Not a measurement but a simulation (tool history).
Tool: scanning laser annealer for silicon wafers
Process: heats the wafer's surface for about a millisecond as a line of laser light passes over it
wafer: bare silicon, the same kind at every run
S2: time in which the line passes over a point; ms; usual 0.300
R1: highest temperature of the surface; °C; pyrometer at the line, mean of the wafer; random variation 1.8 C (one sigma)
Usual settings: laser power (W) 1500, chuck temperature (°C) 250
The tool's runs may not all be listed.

{"run": 1, "day": 0.0, "laser power (W)": 1500, "S2": 0.3, "chuck temperature (°C)": 250, "R1": 927}
{"run": 2, "day": 0.517, "laser power (W)": 1500, "S2": 0.3, "chuck temperature (°C)": 250, "R1": 925}
{"run": 3, "day": 0.992, "laser power (W)": 1500, "S2": 0.3, "chuck temperature (°C)": 272, "R1": 947}
{"run": 4, "day": 1.575, "laser power (W)": 1500, "S2": 0.3, "chuck temperature (°C)": 272, "R1": 947}
{"run": 5, "day": 1.958, "laser power (W)": 1500, "S2": 0.3, "chuck temperature (°C)": 242, "R1": 915}
{"run": 6, "day": 2.679, "laser power (W)": 1500, "S2": 0.3, "chuck temperature (°C)": 242, "R1": 916}
{"run": 7, "day": 3.596, "laser power (W)": 1500, "S2": 0.213, "chuck temperature (°C)": 250, "R1": 820}
{"run": 8, "day": 4.288, "laser power (W)": 1500, "S2": 0.213, "chuck temperature (°C)": 250, "R1": 821}
{"run": 9, "day": 4.971, "laser power (W)": 1500, "S2": 0.213, "chuck temperature (°C)": 250, "R1": 821}
{"run": 10, "day": 5.367, "laser power (W)": 1500, "S2": 0.213, "chuck temperature (°C)": 250, "R1": 816}
{"run": 11, "day": 6.042, "laser power (W)": 1500, "S2": 0.213, "chuck temperature (°C)": 250, "R1": 821}
{"run": 12, "day": 6.688, "laser power (W)": 1500, "S2": 0.213, "chuck temperature (°C)": 250, "R1": 822}
{"run": 13, "day": 7.175, "laser power (W)": 1500, "S2": 0.3, "chuck temperature (°C)": 234, "R1": 911}
{"run": 14, "day": 7.742, "laser power (W)": 1500, "S2": 0.3, "chuck temperature (°C)": 250, "R1": 921}
{"run": 15, "day": 8.179, "laser power (W)": 1500, "S2": 0.3, "chuck temperature (°C)": 250, "R1": 925}
{"run": 16, "day": 9.083, "laser power (W)": 1500, "S2": 0.3, "chuck temperature (°C)": 221, "R1": 891}
{"run": 17, "day": 9.912, "laser power (W)": 1500, "S2": 0.3, "chuck temperature (°C)": 281, "R1": 952}
{"run": 18, "day": 10.488, "laser power (W)": 1500, "S2": 0.222, "chuck temperature (°C)": 281, "R1": 860}
{"run": 19, "day": 11.358, "laser power (W)": 1500, "S2": 0.222, "chuck temperature (°C)": 281, "R1": 904}
{"run": 20, "day": 12.25, "laser power (W)": 1318, "S2": 0.3, "chuck temperature (°C)": 250, "R1": 866}
{"run": 21, "day": 12.658, "laser power (W)": 1291, "S2": 0.3, "chuck temperature (°C)": 250, "R1": 849}
{"run": 22, "day": 13.508, "laser power (W)": 1500, "S2": 0.22, "chuck temperature (°C)": 256, "R1": 875}
{"run": 23, "day": 14.104, "laser power (W)": 1500, "S2": 0.22, "chuck temperature (°C)": 256, "R1": 877}
{"run": 24, "day": 15.008, "laser power (W)": 1617, "S2": 0.324, "chuck temperature (°C)": 250, "R1": 1070}
{"run": 25, "day": 15.738, "laser power (W)": 1389, "S2": 0.224, "chuck temperature (°C)": 268, "R1": 836}
{"run": 26, "day": 16.396, "laser power (W)": 1567, "S2": 0.369, "chuck temperature (°C)": 268, "R1": 1108}
{"run": 27, "day": 16.933, "laser power (W)": 1567, "S2": 0.369, "chuck temperature (°C)": 268, "R1": 1104}
{"run": 28, "day": 17.792, "laser power (W)": 1567, "S2": 0.369, "chuck temperature (°C)": 268, "R1": 1112}
{"run": 29, "day": 18.296, "laser power (W)": 1350, "S2": 0.258, "chuck temperature (°C)": 250, "R1": 836}
{"run": 30, "day": 18.867, "laser power (W)": 1350, "S2": 0.258, "chuck temperature (°C)": 250, "R1": 831}
{"run": 31, "day": 19.379, "laser power (W)": 1350, "S2": 0.258, "chuck temperature (°C)": 262, "R1": 847}
{"run": 32, "day": 20.067, "laser power (W)": 1500, "S2": 0.274, "chuck temperature (°C)": 250, "R1": 934}
{"run": 33, "day": 20.921, "laser power (W)": 1583, "S2": 0.279, "chuck temperature (°C)": 250, "R1": 992}
{"run": 34, "day": 21.792, "laser power (W)": 1384, "S2": 0.293, "chuck temperature (°C)": 216, "R1": 856}
{"run": 35, "day": 22.629, "laser power (W)": 1384, "S2": 0.293, "chuck temperature (°C)": 216, "R1": 853}
{"run": 36, "day": 23.154, "laser power (W)": 1500, "S2": 0.251, "chuck temperature (°C)": 268, "R1": 920}
{"run": 37, "day": 23.671, "laser power (W)": 1500, "S2": 0.251, "chuck temperature (°C)": 268, "R1": 921}
{"run": 38, "day": 24.054, "laser power (W)": 1500, "S2": 0.251, "chuck temperature (°C)": 268, "R1": 920}
{"run": 39, "day": 24.783, "laser power (W)": 1500, "S2": 0.256, "chuck temperature (°C)": 250, "R1": 911}
{"run": 40, "day": 25.5, "laser power (W)": 1434, "S2": 0.368, "chuck temperature (°C)": 250, "R1": 992}

Taken out of this log: 1 entry between the listed runs. Where each belongs, and how the hidden state differs across it:
Between runs 18 and 19: window over the wafer cleaned (day 11.150)
  light that passes the window, % of a clean one's: 93.99 -> 99.95; laser's true power over the reading, %: -0.26 -> -0.27; width of the line over the set one, %: 2.19 -> 2.21
  measured less the result without the state, R1: -59 -> -13 °C
